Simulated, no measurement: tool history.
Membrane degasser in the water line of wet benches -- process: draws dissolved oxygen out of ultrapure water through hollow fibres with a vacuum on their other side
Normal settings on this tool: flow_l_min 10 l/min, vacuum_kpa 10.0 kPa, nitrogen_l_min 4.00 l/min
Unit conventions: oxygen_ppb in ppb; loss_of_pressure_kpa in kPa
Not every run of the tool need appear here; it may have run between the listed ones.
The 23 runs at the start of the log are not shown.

run	hour	flow_l_min	vacuum_kpa	nitrogen_l_min	hours since the membrane was changed	hours since the vacuum gauge was calibrated	hours since the vacuum lines were made tight	oxygen_ppb	loss_of_pressure_kpa
# hour 3128.5: seals of the vacuum lines changed
24	3146.9	12	12.4	4.00	6682	219	18	90.3	43.50
25	3260.3	10	16.8	6.11	6795	332	132	63.3	36.60
26	3461.5	10	16.8	6.11	6996	534	333	64.8	36.09
# hour 3568.7: vacuum gauge calibrated, once more
27	3607.7	10	8.2	2.04	7142	39	479	67.8	36.65
28	3744.6	10	8.2	2.04	7279	176	616	66.6	36.36
29	3938.6	10	8.2	2.04	7473	370	810	67.4	36.43
30	4023.4	10	8.2	2.04	7558	455	894	67.7	36.74
31	4179.6	10	8.4	5.16	7714	611	1051	34.1	35.96
32	4293.1	14	22.2	3.46	7828	724	1164	232.2	50.61
33	4398.4	10	10.0	4.00	7933	830	1269	51.3	36.47

Consider 3 possible next runs. They are alternatives, not a sequence: every one starts from the tool as it was left by run 33. What does each give?
A	4526.7	10	22.4	11.55	8061	958	1398	?	?
B	4526.7	12	10.0	4.00	8061	958	1398	?	?
C	4526.7	7	10.0	4.00	8061	958	1398	?	?

run	oxygen_ppb	loss_of_pressure_kpa
A	50.3	36.54
B	72.5	43.96
C	31.8	25.44
Stripped of hidden state, with their random variation kept, the same runs would have yielded:
run	oxygen_ppb	loss_of_pressure_kpa
A	47.5	34.68
B	66.3	41.72
C	31.2	24.14
